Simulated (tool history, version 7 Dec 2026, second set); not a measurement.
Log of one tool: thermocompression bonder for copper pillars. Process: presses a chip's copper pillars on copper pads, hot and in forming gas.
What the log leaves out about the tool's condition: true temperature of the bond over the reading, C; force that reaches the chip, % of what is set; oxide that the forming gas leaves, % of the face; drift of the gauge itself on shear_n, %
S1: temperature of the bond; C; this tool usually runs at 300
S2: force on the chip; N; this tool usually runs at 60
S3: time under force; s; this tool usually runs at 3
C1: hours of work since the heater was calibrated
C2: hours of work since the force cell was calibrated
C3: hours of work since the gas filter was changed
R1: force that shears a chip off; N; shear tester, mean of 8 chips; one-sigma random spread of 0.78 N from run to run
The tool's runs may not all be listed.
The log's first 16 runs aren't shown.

run	hour	S1	S2	S3	C1	C2	C3	R1
17	419.2	300	60	3	454	63	75	97.2
18	446.5	300	60	3	467	76	88	97.1
# hour 474.4: force cell calibrated, once more
19	474.4	300	60	6	480	0	101	108.5
20	501.5	270	64	5	493	13	115	89.8
21	520.1	270	64	5	503	22	124	89.3
22	551.6	270	64	5	518	38	139	88.1
23	576.5	327	41	3	530	50	151	93.0
24	594.6	327	41	3	539	59	160	92.8
25	619.2	285	89	3	551	71	172	98.2
26	641.7	321	89	2	562	82	183	107.6
# hour 664.5: heater calibrated with a thermocouple chip
27	665.6	321	48	3	0	93	194	96.3
28	684.2	321	48	3	10	102	203	94.0
29	699.5	321	48	3	17	109	211	94.9
30	715.7	300	60	4	25	117	219	98.8
31	730.6	300	60	4	32	125	226	98.1
32	753.3	300	69	3	43	136	237	95.4
33	782.3	283	69	3	58	150	251	85.4
# hour 788.0: forming gas filter changed
34	812.5	306	51	8	72	164	12	120.8
35	848.3	323	70	6	90	182	30	130.5
36	874.0	323	70	6	102	195	42	128.7

Here are 4 independent what-if runs from the current tool condition. What would each one return?
A	896.0	288	60	2	113	205	53	?
B	896.0	323	44	6	113	205	53	?
C	896.0	303	66	2	113	205	53	?
D	896.0	323	70	6	113	205	53	?

run	R1
A	80.6
B	115.1
C	95.3
D	127.2
With the hidden condition removed and each run's random variation left untouched, the same runs would have given:
run	R1
A	83.1
B	118.3
C	98.1
D	130.5
